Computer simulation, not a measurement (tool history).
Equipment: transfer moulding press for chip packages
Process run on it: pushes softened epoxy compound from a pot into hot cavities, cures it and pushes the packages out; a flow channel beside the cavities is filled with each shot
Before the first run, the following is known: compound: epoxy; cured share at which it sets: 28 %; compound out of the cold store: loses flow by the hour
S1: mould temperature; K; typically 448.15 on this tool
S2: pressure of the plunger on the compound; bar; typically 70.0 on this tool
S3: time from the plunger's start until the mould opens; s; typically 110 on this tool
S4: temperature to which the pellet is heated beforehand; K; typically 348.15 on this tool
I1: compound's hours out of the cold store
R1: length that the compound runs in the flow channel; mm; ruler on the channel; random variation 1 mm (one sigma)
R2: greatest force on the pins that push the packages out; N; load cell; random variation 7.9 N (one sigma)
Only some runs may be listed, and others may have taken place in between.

run	hour	S1	S2	S3	S4	I1	R1	R2
1	0.0	448.15	70.0	110	348.15	12.3	565	471
# hour 28.5: cavities cleaned with cleaning compound and waxed
# hour 75.7: cavities cleaned with cleaning compound and waxed
2	83.5	448.15	70.0	110	348.15	8.4	569	411
# hour 125.8: cavities cleaned with cleaning compound and waxed
3	149.9	448.15	70.0	110	348.15	33.3	506	452
# hour 175.5: cavities cleaned with cleaning compound and waxed
4	197.9	448.15	70.0	110	343.15	32.4	507	454
# hour 222.9: cavities cleaned with cleaning compound and waxed
# hour 273.0: cavities cleaned with cleaning compound and waxed
5	280.7	448.15	70.0	110	343.15	23.8	523	412
# hour 293.8: plunger's sealing rings changed
# hour 323.6: cavities cleaned with cleaning compound and waxed
6	358.2	448.15	70.0	110	343.15	21.5	541	531
# hour 372.9: cavities cleaned with cleaning compound and waxed
# hour 419.9: cavities cleaned with cleaning compound and waxed
7	434.6	448.15	70.0	110	343.15	21.1	541	449
# hour 469.1: cavities cleaned with cleaning compound and waxed
8	481.8	448.15	70.0	110	343.15	21.8	536	453
# hour 517.6: cavities cleaned with cleaning compound and waxed
9	560.6	448.15	70.0	110	343.15	33.9	502	528
# hour 567.1: cavities cleaned with cleaning compound and waxed
# hour 614.8: cavities cleaned with cleaning compound and waxed
10	634.1	448.15	70.0	110	343.15	22.8	526	486
# hour 666.1: cavities cleaned with cleaning compound and waxed
# hour 673.8: plunger's sealing rings changed
11	701.9	448.15	70.0	110	343.15	36.4	509	502
# hour 717.4: cavities cleaned with cleaning compound and waxed
# hour 768.1: cavities cleaned with cleaning compound and waxed
12	770.4	448.15	70.0	110	343.15	22.7	538	393
# hour 783.2: mould's thermocouples calibrated
13	807.2	453.15	70.0	110	345.15	25.4	513	368
# hour 817.2: cavities cleaned with cleaning compound and waxed
14	859.9	453.15	70.0	110	356.15	22.7	518	381
# hour 869.1: cavities cleaned with cleaning compound and waxed
# hour 914.6: cavities cleaned with cleaning compound and waxed
15	923.9	442.15	72.6	124	341.15	13.6	576	483
# hour 962.4: cavities cleaned with cleaning compound and waxed
16	978.8	449.15	71.0	129	341.15	30.7	507	297
# hour 1010.3: cavities cleaned with cleaning compound and waxed
# hour 1052.1: plunger's sealing rings changed
17	1056.0	449.15	65.2	101	341.15	31.3	499	588
# hour 1061.1: cavities cleaned with cleaning compound and waxed
18	1099.5	448.15	70.0	110	357.15	35.3	506	483
# hour 1109.9: cavities cleaned with cleaning compound and waxed
# hour 1156.1: cavities cleaned with cleaning compound and waxed
19	1160.5	451.15	62.1	95	348.15	16.2	511	421
# hour 1204.7: cavities cleaned with cleaning compound and waxed
20	1204.7	448.15	70.0	136	344.15	29.0	518	242
21	1248.5	448.15	54.7	117	348.15	18.4	479	449
# hour 1254.4: cavities cleaned with cleaning compound and waxed
22	1296.3	454.15	70.0	97	348.15	23.1	516	451
# hour 1304.9: cavities cleaned with cleaning compound and waxed
23	1341.3	448.15	70.0	95	352.15	27.1	517	669
# hour 1350.6: cavities cleaned with cleaning compound and waxed
24	1382.8	448.15	70.0	95	352.15	44.0	479	622

4 options for the next run, each taken on its own from the tool as it stands now. Forecast them:
# hour 1400.5: cavities cleaned with cleaning compound and waxed
# hour 1429.9: plunger's sealing rings changed
A	1435.1	448.15	66.7	102	348.15	23.4	?	?
# hour 1400.5: cavities cleaned with cleaning compound and waxed
# hour 1429.9: plunger's sealing rings changed
B	1435.1	448.15	70.0	104	352.15	12.5	?	?
# hour 1400.5: cavities cleaned with cleaning compound and waxed
# hour 1429.9: plunger's sealing rings changed
C	1435.1	448.15	70.0	95	352.15	18.9	?	?
# hour 1400.5: cavities cleaned with cleaning compound and waxed
# hour 1429.9: plunger's sealing rings changed
D	1435.1	448.15	70.0	109	347.15	37.3	?	?

run	R1	R2
A	522	588
B	562	561
C	546	664
D	504	469
What these runs would have given with no unlogged condition in the tool:
run	R1	R2
A	525	397
B	565	379
C	548	447
D	506	317
